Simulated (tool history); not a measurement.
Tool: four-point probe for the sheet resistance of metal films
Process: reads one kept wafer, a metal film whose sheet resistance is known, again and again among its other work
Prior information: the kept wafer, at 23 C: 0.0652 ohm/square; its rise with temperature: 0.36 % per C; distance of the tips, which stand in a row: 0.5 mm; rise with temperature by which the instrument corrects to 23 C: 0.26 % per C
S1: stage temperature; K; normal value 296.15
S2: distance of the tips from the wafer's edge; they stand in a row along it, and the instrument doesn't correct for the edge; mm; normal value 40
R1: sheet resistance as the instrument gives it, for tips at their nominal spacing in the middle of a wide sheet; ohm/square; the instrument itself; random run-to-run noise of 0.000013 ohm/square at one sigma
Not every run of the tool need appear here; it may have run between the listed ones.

run    hour      S1  S2        R1
  1       0  296.15  40  0.064776
  2    73.5  296.15  40  0.064756
  3   190.1  296.15  40  0.064717
  4   294.8  296.15  40  0.064733
  5   362.8  296.15  10   0.06477
  6   474.8  296.15  10   0.06477
  7     557  296.15  10  0.064727
  8   665.6  296.15   6  0.064931
  9   780.6  296.15   6  0.064914
 10   843.7  296.15   6  0.064924
 11   959.5  296.15   6  0.064921
 12  1067.8  296.15   6   0.06487
 13    1133  296.15   6  0.064857
 14  1198.8  292.15  40  0.064342
 15  1252.9  291.15  10  0.064335
 16  1332.9  293.15  64  0.064401
 17  1405.5  293.15  16  0.064402
 18  1507.8  293.15  16  0.064392
 19  1580.7  299.15  19  0.064735
 20  1655.2  304.15  40  0.065061
 21  1752.9  292.15  67  0.064253
 22  1838.1  292.15  67   0.06423
 23  1928.6  300.15  22  0.064798

The log once held 1 entry between its listed runs, left out of this copy. Where does each go, and what is different about the tool's unlogged condition between the listed run before it and the listed run after it?
Logged between run 7 and run 8: stage's thermometer calibrated (hour 571.2)
  inner tips' distance over the nominal, %: -0.671 -> -0.692; tips' flats over new ones', %: 6 -> 8; wafer's true temperature over the reading, C: -0.29 -> -0.03
  measured value less the no-hidden-state value, R1: -0.000542 -> -0.000497 ohm/square
